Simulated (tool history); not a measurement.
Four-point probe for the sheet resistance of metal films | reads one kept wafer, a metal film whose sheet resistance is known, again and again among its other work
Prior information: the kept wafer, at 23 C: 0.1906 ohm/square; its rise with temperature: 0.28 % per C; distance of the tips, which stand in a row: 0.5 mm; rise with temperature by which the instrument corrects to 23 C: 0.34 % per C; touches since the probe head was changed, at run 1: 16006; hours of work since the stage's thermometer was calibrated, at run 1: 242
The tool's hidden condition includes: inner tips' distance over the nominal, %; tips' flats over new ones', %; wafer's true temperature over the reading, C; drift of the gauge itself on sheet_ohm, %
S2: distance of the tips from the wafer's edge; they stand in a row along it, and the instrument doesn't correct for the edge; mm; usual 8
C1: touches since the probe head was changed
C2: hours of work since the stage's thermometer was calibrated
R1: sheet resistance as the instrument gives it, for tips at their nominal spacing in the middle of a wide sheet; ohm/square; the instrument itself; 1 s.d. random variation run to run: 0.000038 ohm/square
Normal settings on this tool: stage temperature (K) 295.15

run 1 hour=0.0 | stage_temperature_(K)=295.15 S2=8 | C1=16006 C2=242 | R1=0.190244
run 2 hour=21.8 | stage_temperature_(K)=295.15 S2=15 | C1=17188 C2=255 | R1=0.190011
run 3 hour=37.9 | stage_temperature_(K)=295.15 S2=15 | C1=18064 C2=265 | R1=0.189925
run 4 hour=52.7 | stage_temperature_(K)=295.15 S2=15 | C1=18867 C2=274 | R1=0.190042
run 5 hour=75.6 | stage_temperature_(K)=295.15 S2=15 | C1=20113 C2=289 | R1=0.190084
run 6 hour=89.4 | stage_temperature_(K)=295.15 S2=50 | C1=20862 C2=297 | R1=0.189990
run 7 hour=110.5 | stage_temperature_(K)=295.15 S2=50 | C1=22005 C2=310 | R1=0.189918
run 8 hour=123.5 | stage_temperature_(K)=295.15 S2=50 | C1=22714 C2=318 | R1=0.189898
run 9 hour=142.1 | stage_temperature_(K)=295.15 S2=11 | C1=23720 C2=330 | R1=0.190141
run 10 hour=162.6 | stage_temperature_(K)=295.15 S2=11 | C1=24835 C2=342 | R1=0.190178
run 11 hour=182.4 | stage_temperature_(K)=294.15 S2=8 | C1=25910 C2=355 | R1=0.190458
run 12 hour=201.6 | stage_temperature_(K)=295.15 S2=13 | C1=26953 C2=366 | R1=0.190194
run 13 hour=220.9 | stage_temperature_(K)=295.15 S2=13 | C1=27999 C2=378 | R1=0.190140
run 14 hour=239.2 | stage_temperature_(K)=295.15 S2=13 | C1=28993 C2=390 | R1=0.190201
run 15 hour=260.0 | stage_temperature_(K)=295.15 S2=13 | C1=30125 C2=403 | R1=0.190189
run 16 hour=275.5 | stage_temperature_(K)=295.15 S2=13 | C1=30964 C2=412 | R1=0.190243
run 17 hour=294.0 | stage_temperature_(K)=295.15 S2=13 | C1=31968 C2=424 | R1=0.190282
run 18 hour=308.3 | stage_temperature_(K)=295.15 S2=13 | C1=32748 C2=432 | R1=0.190256
run 19 hour=324.2 | stage_temperature_(K)=295.15 S2=8 | C1=33610 C2=442 | R1=0.190554
-- hour=326.8 stage's thermometer calibrated
run 20 hour=348.0 | stage_temperature_(K)=295.15 S2=8 | C1=34874 C2=13 | R1=0.190476
run 21 hour=364.6 | stage_temperature_(K)=295.15 S2=8 | C1=35774 C2=23 | R1=0.190527
run 22 hour=378.8 | stage_temperature_(K)=295.15 S2=8 | C1=36547 C2=32 | R1=0.190548
-- hour=394.6 stage's thermometer calibrated, once more
run 23 hour=402.3 | stage_temperature_(K)=295.15 S2=25 | C1=37796 C2=5 | R1=0.190259
run 24 hour=417.5 | stage_temperature_(K)=296.15 S2=5 | C1=38623 C2=14 | R1=0.191175
run 25 hour=431.7 | stage_temperature_(K)=295.15 S2=50 | C1=39394 C2=23 | R1=0.190241
run 26 hour=453.6 | stage_temperature_(K)=293.15 S2=8 | C1=40581 C2=36 | R1=0.190899
run 27 hour=467.4 | stage_temperature_(K)=293.15 S2=8 | C1=41334 C2=45 | R1=0.190865
run 28 hour=485.0 | stage_temperature_(K)=293.15 S2=8 | C1=42289 C2=56 | R1=0.190865
run 29 hour=502.4 | stage_temperature_(K)=301.15 S2=35 | C1=43232 C2=67 | R1=0.189643
run 30 hour=521.4 | stage_temperature_(K)=301.15 S2=35 | C1=44262 C2=78 | R1=0.189657
run 31 hour=536.3 | stage_temperature_(K)=303.15 S2=4 | C1=45072 C2=88 | R1=0.190986
run 32 hour=551.8 | stage_temperature_(K)=303.15 S2=4 | C1=45912 C2=97 | R1=0.191037
run 33 hour=567.1 | stage_temperature_(K)=299.15 S2=15 | C1=46744 C2=107 | R1=0.190034
run 34 hour=590.1 | stage_temperature_(K)=291.15 S2=22 | C1=47993 C2=121 | R1=0.190939
run 35 hour=605.4 | stage_temperature_(K)=301.15 S2=22 | C1=48827 C2=130 | R1=0.189708
run 36 hour=628.5 | stage_temperature_(K)=298.15 S2=16 | C1=50079 C2=145 | R1=0.190096
run 37 hour=639.7 | stage_temperature_(K)=298.15 S2=16 | C1=50685 C2=151 | R1=0.190151
run 38 hour=652.0 | stage_temperature_(K)=291.15 S2=30 | C1=51353 C2=159 | R1=0.190870
run 39 hour=674.5 | stage_temperature_(K)=306.15 S2=39 | C1=52580 C2=173 | R1=0.189198
run 40 hour=695.4 | stage_temperature_(K)=295.15 S2=6 | C1=53714 C2=186 | R1=0.191178
run 41 hour=710.8 | stage_temperature_(K)=295.15 S2=6 | C1=54547 C2=195 | R1=0.191228
run 42 hour=734.7 | stage_temperature_(K)=304.15 S2=3 | C1=55847 C2=210 | R1=0.192180

Consider 3 possible next runs. They are alternatives, not a sequence: every one starts from the tool as it was left by run 42. What does each give?
run A hour=755.1 | stage_temperature_(K)=299.15 S2=6 | C1=56953 C2=223 | R1=?
run B hour=755.1 | stage_temperature_(K)=298.15 S2=62 | C1=56953 C2=223 | R1=?
run C hour=755.1 | stage_temperature_(K)=303.15 S2=4 | C1=56953 C2=223 | R1=?

run=A R1=0.190769
run=B R1=0.190161
run=C R1=0.191149
Without the tool's hidden state the same runs would have given:
run=A R1=0.190988
run=B R1=0.190379
run=C R1=0.191368

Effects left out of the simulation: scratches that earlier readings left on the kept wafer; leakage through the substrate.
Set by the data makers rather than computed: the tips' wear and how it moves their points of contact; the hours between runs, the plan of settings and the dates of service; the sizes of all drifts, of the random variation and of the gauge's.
